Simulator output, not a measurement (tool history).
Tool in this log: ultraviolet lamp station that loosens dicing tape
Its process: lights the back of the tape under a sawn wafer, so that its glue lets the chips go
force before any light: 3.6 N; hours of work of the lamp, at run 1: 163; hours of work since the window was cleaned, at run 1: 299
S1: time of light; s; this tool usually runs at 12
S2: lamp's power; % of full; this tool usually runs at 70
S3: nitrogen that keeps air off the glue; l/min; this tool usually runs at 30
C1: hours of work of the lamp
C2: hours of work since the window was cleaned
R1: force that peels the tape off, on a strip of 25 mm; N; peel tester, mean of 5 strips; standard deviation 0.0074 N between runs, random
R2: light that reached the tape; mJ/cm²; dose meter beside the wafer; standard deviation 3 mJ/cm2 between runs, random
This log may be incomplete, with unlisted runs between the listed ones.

| run | hour | S1 | S2 | S3 | C1 | C2 | R1 | R2 |
|---|---|---|---|---|---|---|---|---|
| 1 | 0.0 | 12 | 70 | 30 | 163 | 299 | 0.307 | 426 |
| 2 | 5.8 | 12 | 70 | 22 | 165 | 301 | 0.383 | 426 |
| 3 | 15.9 | 12 | 70 | 22 | 169 | 305 | 0.382 | 427 |
| 4 | 21.5 | 12 | 70 | 30 | 171 | 308 | 0.322 | 422 |
| 5 | 31.8 | 12 | 70 | 30 | 176 | 312 | 0.316 | 419 |
| 6 | 43.4 | 12 | 70 | 30 | 180 | 316 | 0.303 | 418 |
| 7 | 49.2 | 12 | 70 | 30 | 183 | 319 | 0.317 | 417 |
| 8 | 59.2 | 12 | 76 | 30 | 187 | 323 | 0.275 | 456 |
| 9 | 68.7 | 12 | 70 | 30 | 190 | 327 | 0.309 | 417 |
| 10 | 75.2 | 12 | 70 | 30 | 193 | 329 | 0.319 | 415 |
| 11 | 83.5 | 12 | 70 | 30 | 196 | 332 | 0.307 | 423 |
| 12 | 90.0 | 12 | 70 | 30 | 199 | 335 | 0.300 | 419 |
| 13 | 99.1 | 12 | 70 | 30 | 203 | 339 | 0.308 | 419 |
| 14 | 106.2 | 12 | 70 | 30 | 205 | 342 | 0.313 | 417 |
| 15 | 114.3 | 12 | 70 | 30 | 209 | 345 | 0.318 | 417 |
| 16 | 121.6 | 12 | 70 | 30 | 212 | 348 | 0.315 | 414 |
| 17 | 133.1 | 12 | 70 | 30 | 216 | 352 | 0.314 | 415 |
| 18 | 144.4 | 12 | 70 | 30 | 221 | 357 | 0.333 | 416 |
| 19 | 154.5 | 12 | 70 | 30 | 225 | 361 | 0.314 | 414 |
| 20 | 164.0 | 12 | 70 | 30 | 229 | 365 | 0.318 | 413 |
| 21 | 170.8 | 12 | 97 | 30 | 231 | 368 | 0.209 | 576 |
| 22 | 179.2 | 12 | 70 | 30 | 235 | 371 | 0.332 | 410 |
| 23 | 187.0 | 12 | 82 | 30 | 238 | 374 | 0.248 | 485 |
| 24 | 198.1 | 12 | 82 | 30 | 242 | 379 | 0.250 | 480 |
| 25 | 206.7 | 15 | 70 | 12 | 246 | 382 | 0.426 | 517 |
| 26 | 215.3 | 15 | 91 | 12 | 249 | 385 | 0.294 | 666 |
| 27 | 223.8 | 15 | 71 | 35 | 253 | 389 | 0.224 | 518 |
| 28 | 229.6 | 15 | 71 | 35 | 255 | 391 | 0.222 | 520 |
| 29 | 236.4 | 9 | 63 | 10 | 258 | 394 | 1.066 | 277 |
| 30 | 246.2 | 6 | 79 | 35 | 262 | 398 | 0.729 | 233 |
| 31 | 254.4 | 12 | 75 | 30 | 265 | 401 | 0.290 | 442 |
| 32 | 261.4 | 9 | 65 | 30 | 268 | 404 | 0.589 | 284 |
| 33 | 267.6 | 6 | 60 | 10 | 270 | 406 | 1.676 | 175 |
| 34 | 275.1 | 6 | 87 | 48 | 273 | 409 | 0.559 | 252 |
| 35 | 281.6 | 6 | 87 | 48 | 276 | 412 | 0.549 | 252 |
| 36 | 293.1 | 8 | 87 | 55 | 281 | 417 | 0.327 | 336 |
| 37 | 303.5 | 6 | 66 | 52 | 285 | 421 | 0.763 | 190 |
| 38 | 314.6 | 21 | 86 | 15 | 289 | 425 | 0.188 | 874 |
| 39 | 323.4 | 13 | 64 | 44 | 293 | 429 | 0.281 | 403 |
| 40 | 328.9 | 13 | 64 | 44 | 295 | 431 | 0.277 | 396 |
| 41 | 334.2 | 6 | 81 | 15 | 297 | 433 | 1.062 | 238 |
| 42 | 345.6 | 6 | 81 | 15 | 302 | 438 | 1.139 | 236 |
| 43 | 355.6 | 23 | 63 | 15 | 306 | 442 | 0.232 | 699 |

Below are 3 alternative next runs, each starting from the tool's condition after run 43. Predict each:
| A | 363.4 | 19 | 100 | 10 | 309 | 445 | ? | ? |
| B | 363.4 | 9 | 92 | 23 | 309 | 445 | ? | ? |
| C | 363.4 | 17 | 70 | 38 | 309 | 445 | ? | ? |

| run | R1 | R2 |
|---|---|---|
| A | 0.216 | 904 |
| B | 0.416 | 397 |
| C | 0.198 | 569 |
Stripped of hidden state, with their random variation kept, the same runs would have yielded:
| run | R1 | R2 |
|---|---|---|
| A | 0.194 | 1032 |
| B | 0.338 | 454 |
| C | 0.181 | 650 |
